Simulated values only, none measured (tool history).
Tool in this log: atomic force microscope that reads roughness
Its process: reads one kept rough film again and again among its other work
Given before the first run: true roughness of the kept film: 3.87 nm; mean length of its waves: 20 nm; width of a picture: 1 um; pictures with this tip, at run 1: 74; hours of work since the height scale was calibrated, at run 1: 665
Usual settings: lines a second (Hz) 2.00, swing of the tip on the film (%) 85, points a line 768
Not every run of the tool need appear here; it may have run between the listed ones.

run,day,lines a second (Hz),swing of the tip on the film (%),points a line,pictures with this tip,hours of work since the height scale was calibrated,roughness of the kept film (nm (root mean square))
1,0.000,2.00,85,768,74,665,2.246
2,1.225,2.00,85,768,138,685,2.052
3,2.221,2.00,85,768,191,702,1.904
4,3.025,2.00,85,768,233,715,1.811
# day 3.162: new tip fitted
5,4.179,2.00,85,768,53,733,2.384
6,4.754,2.00,85,768,84,742,2.272
7,5.754,2.00,61,768,136,759,2.490
8,6.838,2.00,61,768,193,776,2.298
# day 7.750: new tip fitted
9,7.750,2.00,85,768,0,791,2.598
10,8.629,1.50,85,768,46,805,2.538
11,9.442,1.50,85,768,89,818,2.383
12,10.725,1.50,85,768,156,839,2.174
13,11.671,2.00,78,474,206,855,2.028
# day 12.300: new tip fitted
14,12.467,1.39,86,559,8,867,2.714
15,13.546,1.20,85,467,65,885,2.561
16,14.533,1.20,85,467,117,901,2.364
17,15.521,0.65,66,277,169,917,2.424
18,16.350,0.76,66,277,212,930,2.271
# day 16.950: new tip fitted
19,17.425,0.70,73,440,25,948,3.001
20,18.629,2.00,85,462,88,967,2.249
21,19.192,2.60,77,768,117,976,2.246

What will run 22 give?
22,19.900,1.09,85,799,155,988,?

Run 22 measured roughness of the kept film (nm (root mean square)) 2.287.
Minus the tool's unlogged condition, the same run would have read roughness of the kept film (nm (root mean square)) 2.835.
